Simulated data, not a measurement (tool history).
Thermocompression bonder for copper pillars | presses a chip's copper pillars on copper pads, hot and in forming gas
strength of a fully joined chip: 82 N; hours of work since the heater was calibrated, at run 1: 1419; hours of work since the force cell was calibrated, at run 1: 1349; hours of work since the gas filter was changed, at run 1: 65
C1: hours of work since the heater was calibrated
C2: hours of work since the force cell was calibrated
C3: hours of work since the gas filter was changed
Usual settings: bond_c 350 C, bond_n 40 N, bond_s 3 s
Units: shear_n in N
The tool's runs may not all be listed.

Run 1, day 0: usual settings; C1 1419; C2 1349; C3 65. Result: shear_n 45.5 N.
Run 2, day 1.2: usual settings but bond_c 324 C; C1 1441; C2 1371; C3 87. Result: shear_n 37.7 N.
Run 3, day 3.254: usual settings but bond_c 324 C, bond_n 39 N; C1 1480; C2 1410; C3 126. Result: shear_n 36.8 N.
At day 4.192: forming gas filter changed.
Run 4, day 5.029: usual settings but bond_c 324 C, bond_n 39 N; C1 1513; C2 1443; C3 16. Result: shear_n 37.1 N.
Run 5, day 6.375: usual settings but bond_c 324 C, bond_n 39 N; C1 1539; C2 1469; C3 41. Result: shear_n 37.3 N.
Run 6, day 8.1: usual settings but bond_c 324 C, bond_n 39 N; C1 1571; C2 1501; C3 74. Result: shear_n 37 N.
Run 7, day 9.904: usual settings but bond_c 324 C, bond_n 39 N; C1 1605; C2 1535; C3 108. Result: shear_n 36.9 N.
At day 11.883: forming gas filter changed.
Run 8, day 12.088: usual settings; C1 1646; C2 1576; C3 4. Result: shear_n 46.3 N.
Run 9, day 13.883: usual settings; C1 1680; C2 1610; C3 38. Result: shear_n 46.2 N.
At day 14.983: heater calibrated with a thermocouple chip.
Run 10, day 16.312: usual settings; C1 25; C2 1654; C3 82. Result: shear_n 45.5 N.
Run 11, day 18.517: usual settings but bond_n 27 N; C1 67; C2 1695; C3 123. Result: shear_n 34.9 N.
At day 19.754: forming gas filter changed.
Run 12, day 20.196: usual settings; C1 98; C2 1727; C3 8. Result: shear_n 46.2 N.
Run 13, day 21.396: usual settings; C1 120; C2 1749; C3 31. Result: shear_n 46 N.
At day 21.638: force cell calibrated.
Run 14, day 23.879: usual settings but bond_c 328 C; C1 166; C2 42; C3 77. Result: shear_n 41.1 N.
Run 15, day 25.612: usual settings but bond_c 328 C; C1 199; C2 75; C3 109. Result: shear_n 41 N.
At day 27.617: forming gas filter changed.
Run 16, day 28.05: usual settings but bond_c 328 C; C1 244; C2 120; C3 8. Result: shear_n 41.7 N.
At day 30.254: heater calibrated with a thermocouple chip, once more.
Run 17, day 30.825: usual settings but bond_c 328 C; C1 11; C2 171; C3 59. Result: shear_n 39.3 N.
Run 18, day 32.096: usual settings but bond_c 328 C; C1 35; C2 195; C3 83. Result: shear_n 39.1 N.
Run 19, day 33.529: usual settings; C1 62; C2 222; C3 110. Result: shear_n 45.3 N.
At day 35.438: forming gas filter changed.
Run 20, day 36.304: usual settings but bond_c 327 C, bond_n 25 N, bond_s 2 s; C1 114; C2 274; C3 16. Result: shear_n 23.5 N.
Run 21, day 37.933: usual settings but bond_c 340 C, bond_n 44 N; C1 144; C2 305; C3 47. Result: shear_n 45.7 N.
Run 22, day 39.829: usual settings but bond_s 2 s; C1 180; C2 340; C3 83. Result: shear_n 39.9 N.
Run 23, day 41.767: usual settings but bond_c 358 C, bond_n 28 N; C1 217; C2 377; C3 119. Result: shear_n 38.4 N.
At day 43.196: forming gas filter changed.
Run 24, day 43.908: usual settings but bond_c 367 C, bond_n 45 N; C1 256; C2 417; C3 13. Result: shear_n 55 N.
Run 25, day 45.75: usual settings but bond_c 327 C, bond_n 49 N; C1 291; C2 452; C3 48. Result: shear_n 44.7 N.
Run 26, day 47.996: usual settings but bond_c 327 C, bond_n 44 N, bond_s 2 s; C1 334; C2 494; C3 90. Result: shear_n 35.4 N.
Run 27, day 49.646: usual settings but bond_c 331 C, bond_n 52 N, bond_s 5 s; C1 365; C2 525; C3 122. Result: shear_n 54.7 N.
At day 50.833: forming gas filter changed.
Run 28, day 51.242: usual settings but bond_n 52 N; C1 394; C2 555; C3 8. Result: shear_n 53.6 N.
Run 29, day 53.346: usual settings but bond_n 52 N; C1 434; C2 594; C3 47. Result: shear_n 53.2 N.
Run 30, day 55.225: usual settings but bond_c 321 C, bond_n 34 N, bond_s 5 s; C1 469; C2 630; C3 83. Result: shear_n 39.2 N.
Run 31, day 56.633: usual settings but bond_c 321 C, bond_n 34 N, bond_s 5 s; C1 496; C2 656; C3 109. Result: shear_n 39.2 N.
At day 58.542: forming gas filter changed.
Run 32, day 59.367: usual settings but bond_c 370 C, bond_n 37 N, bond_s 6 s; C1 547; C2 707; C3 16. Result: shear_n 59.9 N.
Run 33, day 61.775: usual settings but bond_c 371 C; C1 592; C2 753; C3 61. Result: shear_n 51.5 N.
Run 34, day 62.929: usual settings but bond_c 345 C, bond_n 35 N, bond_s 5 s; C1 614; C2 775; C3 83. Result: shear_n 47.1 N.
Run 35, day 64.6: usual settings but bond_c 378 C, bond_n 60 N; C1 646; C2 806; C3 114. Result: shear_n 64.3 N.
At day 66.283: forming gas filter changed.
Run 36, day 66.704: usual settings but bond_c 348 C, bond_n 39 N; C1 685; C2 845; C3 8. Result: shear_n 44.4 N.
Run 37, day 68.812: usual settings but bond_c 371 C, bond_s 4 s; C1 725; C2 885; C3 48. Result: shear_n 56.2 N.
Run 38, day 70.288: usual settings; C1 752; C2 913; C3 75. Result: shear_n 45.8 N.

Forecast each of these 3 alternatives for the next run:
Run A, day 72.712: usual settings but bond_n 29 N; C1 798; C2 959; C3 121. Result: shear_n ?.
Run B, day 72.712: usual settings but bond_c 371 C, bond_s 4 s; C1 798; C2 959; C3 121. Result: shear_n ?.
Run C, day 72.712: usual settings but bond_s 6 s; C1 798; C2 959; C3 121. Result: shear_n ?.

run  shear_n
  A     36.2
  B       55
  C     55.2
Without the tool's hidden state the same runs would have given:
run  shear_n
  A     37.7
  B     57.1
  C     57.2

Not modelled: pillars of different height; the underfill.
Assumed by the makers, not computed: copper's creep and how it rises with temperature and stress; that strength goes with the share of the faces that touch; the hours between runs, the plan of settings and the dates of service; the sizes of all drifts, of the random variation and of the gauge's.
